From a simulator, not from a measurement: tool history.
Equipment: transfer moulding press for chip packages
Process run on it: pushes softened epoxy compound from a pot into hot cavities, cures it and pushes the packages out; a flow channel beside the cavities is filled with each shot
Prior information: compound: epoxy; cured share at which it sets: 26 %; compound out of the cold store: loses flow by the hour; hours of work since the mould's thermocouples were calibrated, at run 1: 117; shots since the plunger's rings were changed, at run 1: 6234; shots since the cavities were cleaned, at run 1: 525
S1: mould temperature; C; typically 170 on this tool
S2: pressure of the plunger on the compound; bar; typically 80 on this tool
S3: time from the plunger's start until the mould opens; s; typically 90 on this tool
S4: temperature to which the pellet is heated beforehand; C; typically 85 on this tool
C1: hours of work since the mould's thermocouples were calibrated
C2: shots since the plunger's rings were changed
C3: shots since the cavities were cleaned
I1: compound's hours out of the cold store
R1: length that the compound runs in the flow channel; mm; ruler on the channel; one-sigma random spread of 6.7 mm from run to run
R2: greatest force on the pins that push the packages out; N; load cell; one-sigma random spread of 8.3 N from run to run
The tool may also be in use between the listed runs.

run 1 hour=0.0 | S1=170 S2=80 S3=90 S4=85 | C1=117 C2=6234 C3=525 | I1=22.7 | R1=684 R2=620
-- hour=14.1 cavities cleaned with cleaning compound and waxed
-- hour=20.4 plunger's sealing rings changed
run 2 hour=42.8 | S1=170 S2=80 S3=90 S4=85 | C1=136 C2=204 C3=239 | I1=40.5 | R1=728 R2=488
-- hour=91.1 cavities cleaned with cleaning compound and waxed
run 3 hour=95.3 | S1=176 S2=80 S3=90 S4=85 | C1=163 C2=668 C3=39 | I1=10.7 | R1=778 R2=311
-- hour=163.2 cavities cleaned with cleaning compound and waxed
run 4 hour=172.1 | S1=176 S2=80 S3=90 S4=85 | C1=201 C2=1352 C3=81 | I1=28.5 | R1=722 R2=331
-- hour=236.5 cavities cleaned with cleaning compound and waxed
run 5 hour=240.2 | S1=176 S2=80 S3=90 S4=89 | C1=235 C2=1959 C3=34 | I1=39.2 | R1=695 R2=314
-- hour=306.2 cavities cleaned with cleaning compound and waxed
run 6 hour=310.3 | S1=170 S2=80 S3=90 S4=92 | C1=270 C2=2582 C3=37 | I1=29.2 | R1=733 R2=407
run 7 hour=361.3 | S1=170 S2=80 S3=90 S4=92 | C1=296 C2=3046 C3=501 | I1=19.3 | R1=741 R2=630
-- hour=377.5 cavities cleaned with cleaning compound and waxed
run 8 hour=428.2 | S1=170 S2=80 S3=90 S4=92 | C1=330 C2=3641 C3=461 | I1=22.2 | R1=719 R2=583
-- hour=450.6 cavities cleaned with cleaning compound and waxed
run 9 hour=470.3 | S1=170 S2=80 S3=90 S4=92 | C1=351 C2=4010 C3=179 | I1=38.6 | R1=704 R2=497
-- hour=521.6 cavities cleaned with cleaning compound and waxed
run 10 hour=548.1 | S1=170 S2=80 S3=90 S4=91 | C1=390 C2=4705 C3=241 | I1=27.2 | R1=695 R2=511
-- hour=593.1 cavities cleaned with cleaning compound and waxed
run 11 hour=602.8 | S1=170 S2=80 S3=90 S4=85 | C1=417 C2=5188 C3=88 | I1=11.5 | R1=714 R2=462
-- hour=664.6 cavities cleaned with cleaning compound and waxed
run 12 hour=670.5 | S1=170 S2=80 S3=90 S4=85 | C1=451 C2=5791 C3=54 | I1=12.2 | R1=714 R2=450
run 13 hour=726.2 | S1=170 S2=80 S3=90 S4=85 | C1=480 C2=6297 C3=560 | I1=43.0 | R1=652 R2=637
-- hour=738.3 plunger's sealing rings changed
-- hour=739.8 cavities cleaned with cleaning compound and waxed
run 14 hour=779.4 | S1=170 S2=80 S3=90 S4=85 | C1=505 C2=360 C3=360 | I1=24.7 | R1=763 R2=609

The next listed run, before its measurement:
-- hour=815.5 cavities cleaned with cleaning compound and waxed
run 15 hour=833.3 | S1=170 S2=80 S3=88 S4=82 | C1=532 C2=837 C3=162 | I1=22.1 | R1=? R2=?

{"run 15": {"R1": 777, "R2": 554}}
Minus the tool's unlogged condition, the same run would have read R1 785 mm, R2 399 N.
